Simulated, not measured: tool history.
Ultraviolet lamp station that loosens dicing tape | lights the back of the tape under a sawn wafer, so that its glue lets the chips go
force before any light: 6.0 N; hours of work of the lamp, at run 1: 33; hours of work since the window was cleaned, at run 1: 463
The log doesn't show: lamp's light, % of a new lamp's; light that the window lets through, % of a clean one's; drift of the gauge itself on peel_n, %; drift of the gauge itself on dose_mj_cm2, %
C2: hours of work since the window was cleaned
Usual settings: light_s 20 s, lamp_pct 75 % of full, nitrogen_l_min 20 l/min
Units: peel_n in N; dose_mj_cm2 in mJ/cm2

Run 1, hour 0.0: usual settings; hours of work of the lamp 33; C2 463. Result: peel_n 0.201 N, dose_mj_cm2 226 mJ/cm2.
Run 2, hour 8.3: usual settings; hours of work of the lamp 37; C2 467. Result: peel_n 0.197 N, dose_mj_cm2 228 mJ/cm2.
Run 3, hour 20.9: usual settings; hours of work of the lamp 43; C2 474. Result: peel_n 0.202 N, dose_mj_cm2 227 mJ/cm2.
Run 4, hour 33.1: usual settings but light_s 13 s; hours of work of the lamp 49; C2 480. Result: peel_n 0.445 N, dose_mj_cm2 148 mJ/cm2.
Run 5, hour 44.2: usual settings; hours of work of the lamp 55; C2 485. Result: peel_n 0.211 N, dose_mj_cm2 224 mJ/cm2.
Run 6, hour 57.4: usual settings; hours of work of the lamp 61; C2 492. Result: peel_n 0.206 N, dose_mj_cm2 226 mJ/cm2.
Run 7, hour 63.6: usual settings but light_s 22 s; hours of work of the lamp 64; C2 495. Result: peel_n 0.177 N, dose_mj_cm2 251 mJ/cm2.
Run 8, hour 72.9: usual settings but light_s 22 s; hours of work of the lamp 69; C2 499. Result: peel_n 0.166 N, dose_mj_cm2 250 mJ/cm2.
Run 9, hour 87.4: usual settings but light_s 26 s; hours of work of the lamp 76; C2 507. Result: peel_n 0.158 N, dose_mj_cm2 291 mJ/cm2.
Run 10, hour 95.2: usual settings; hours of work of the lamp 80; C2 511. Result: peel_n 0.200 N, dose_mj_cm2 223 mJ/cm2.
Run 11, hour 104.9: usual settings but light_s 16 s, lamp_pct 62 % of full, nitrogen_l_min 26 l/min; hours of work of the lamp 85; C2 515. Result: peel_n 0.371 N, dose_mj_cm2 149 mJ/cm2.

The next listed run, before its measurement:
Run 12, hour 113.6: usual settings but light_s 33 s, lamp_pct 94 % of full, nitrogen_l_min 38 l/min; hours of work of the lamp 89; C2 520. Result: peel_n ?, dose_mj_cm2 ?.

{"run 12": {"peel_n": 0.14, "dose_mj_cm2": 464}}
Without the tool's hidden state the same run would have given peel_n 0.140 N, dose_mj_cm2 465 mJ/cm2.
